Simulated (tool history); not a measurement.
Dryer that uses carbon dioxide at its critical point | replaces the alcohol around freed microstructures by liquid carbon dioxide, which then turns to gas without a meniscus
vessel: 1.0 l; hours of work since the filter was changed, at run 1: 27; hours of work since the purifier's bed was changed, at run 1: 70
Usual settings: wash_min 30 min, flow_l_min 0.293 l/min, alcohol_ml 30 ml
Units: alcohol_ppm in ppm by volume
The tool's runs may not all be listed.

run	day	wash_min	flow_l_min	alcohol_ml	hours of work since the filter was changed	hours of work since the purifier's bed was changed	alcohol_ppm
1	0	30	0.293	30	27	70	55
2	1.712	30	0.293	30	40	83	59
3	3.6	30	0.293	30	55	98	69
4	6.179	30	0.293	30	75	117	75
5	7.804	30	0.251	30	87	130	125
6	10.279	30	0.251	30	107	149	135
7	11.567	30	0.251	30	117	159	142
8	13.208	48	0.293	30	129	172	72
9	14.475	48	0.293	30	139	181	84
10	16.25	48	0.471	30	153	195	84
# day 17.767: inlet filter changed
11	18.362	30	0.293	30	5	211	97
12	20.771	29	0.293	30	23	230	117
13	23.125	29	0.293	30	41	248	126
14	25.546	30	0.293	24	60	267	120
15	27.575	30	0.293	24	76	282	133
16	28.912	30	0.293	24	86	293	136
17	30.15	30	0.293	24	96	302	130
18	32.446	30	0.293	24	113	320	155
19	35.004	30	0.21	30	133	340	351
20	37.171	30	0.293	30	150	356	165
21	38.267	30	0.293	30	158	365	178
# day 39.079: inlet filter changed
22	40.483	30	0.293	30	11	382	170
23	42.6	42	0.293	30	27	398	158
24	44.212	42	0.293	30	40	411	154
25	45.717	33	0.205	23	51	422	260
26	47.521	23	0.205	56	65	436	1400
27	49.421	23	0.205	56	80	451	1413
28	50.896	23	0.205	56	91	462	1437
29	52.021	19	0.18	36	100	471	2568
30	54.438	47	0.288	99	119	489	198
31	55.579	20	0.371	23	127	498	256
32	56.738	21	0.371	23	136	507	238
33	58.221	25	0.371	87	148	519	255
34	60.221	30	0.179	81	163	534	1489
# day 60.442: inlet filter changed
35	61.596	31	0.244	23	9	544	253
36	63.012	31	0.244	23	20	555	249
37	64.512	31	0.37	116	31	567	225
38	67.017	23	0.323	116	51	586	465
39	69.175	41	0.293	99	67	603	243
40	71.267	36	0.293	27	84	619	250
41	73.675	30	0.293	46	102	638	280
42	75.383	30	0.293	96	115	651	326
43	76.421	30	0.293	65	123	659	314
44	77.804	22	0.448	30	134	670	268
45	80.329	42	0.448	30	154	689	253
# day 81.475: purifier's bed changed
# day 81.854: inlet filter changed
46	82.483	28	0.322	52	5	7	35
47	84.412	46	0.253	30	20	22	16
48	85.817	46	0.253	31	31	33	16

Forecast each of these 3 alternatives for the next run:
A	87.046	46	0.253	28	40	43	?
B	87.046	30	0.179	30	40	43	?
C	87.046	30	0.354	30	40	43	?

run	alcohol_ppm
A	32
B	374
C	32
Without the tool's hidden state the same runs would have given:
run	alcohol_ppm
A	16
B	325
C	15
